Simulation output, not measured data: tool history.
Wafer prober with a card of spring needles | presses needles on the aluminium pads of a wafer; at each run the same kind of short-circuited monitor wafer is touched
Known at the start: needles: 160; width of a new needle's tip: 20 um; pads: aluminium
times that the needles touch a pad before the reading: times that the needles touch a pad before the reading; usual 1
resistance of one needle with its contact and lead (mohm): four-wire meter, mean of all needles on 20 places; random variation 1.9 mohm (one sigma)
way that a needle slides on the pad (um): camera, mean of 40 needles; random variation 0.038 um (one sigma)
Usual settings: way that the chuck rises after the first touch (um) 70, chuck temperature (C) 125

run,hour,way that the chuck rises after the first touch (um),chuck temperature (C),times that the needles touch a pad before the reading,resistance of one needle with its contact and lead (mohm),way that a needle slides on the pad (um)
1,0,70,125,1,262,16.46
# hour 1.2: tips cleaned on abrasive film
2,7.4,53,125,1,267,12.4
# hour 17.2: tips cleaned on abrasive film
3,17.4,53,125,1,227,12.34
4,26,53,125,1,283,12.44
# hour 33.3: tips cleaned on abrasive film
5,35.2,53,125,1,246,12.37
6,43.6,53,125,1,287,12.33
# hour 48.9: tips cleaned on abrasive film
7,52.1,70,34,1,210,16.32
8,63.1,70,34,1,247,16.3
# hour 65: tips cleaned on abrasive film
9,75.6,70,34,1,247,16.28
# hour 81: tips cleaned on abrasive film
10,85.4,70,125,1,236,16.27
11,93.2,70,125,1,262,16.32
# hour 96.7: tips cleaned on abrasive film
12,102.9,70,125,1,245,16.22
# hour 112.4: tips cleaned on abrasive film
13,114.6,86,125,1,214,20
14,125.9,73,69,1,251,16.91
# hour 127.7: tips cleaned on abrasive film
15,137.1,88,125,1,232,20.47
# hour 143.9: tips cleaned on abrasive film
16,147.4,88,125,1,222,20.43
17,152.8,74,125,2,234,17.13
# hour 159.4: tips cleaned on abrasive film
18,160.8,51,90,2,226,11.62
19,169.7,70,125,2,236,16.2
# hour 175.4: tips cleaned on abrasive film
20,176.4,78,25,3,190,17.98
21,188.4,86,25,1,229,19.83
# hour 191.6: tips cleaned on abrasive film
22,195.7,78,125,2,222,18.04
23,204.3,78,125,2,235,17.89
# hour 207.5: tips cleaned on abrasive film
24,212,70,88,1,235,16.05
25,218.4,70,88,1,253,16.05

5 ways to go on from here, each from the tool as it stands after run 25. What would each give?
# hour 222.8: tips cleaned on abrasive film
A,229.9,65,125,2,?,?
# hour 222.8: tips cleaned on abrasive film
B,229.9,70,88,1,?,?
# hour 222.8: tips cleaned on abrasive film
C,229.9,70,61,1,?,?
# hour 222.8: tips cleaned on abrasive film
D,229.9,62,125,1,?,?
# hour 222.8: tips cleaned on abrasive film
E,229.9,84,34,1,?,?

run,resistance of one needle with its contact and lead (mohm),way that a needle slides on the pad (um)
A,242,14.81
B,245,16
C,238,16.01
D,262,14.15
E,218,19.36
Without the tool's hidden state the same runs would have given:
run,resistance of one needle with its contact and lead (mohm),way that a needle slides on the pad (um)
A,212,15.3
B,200,16.49
C,193,16.5
D,210,14.64
E,183,19.86
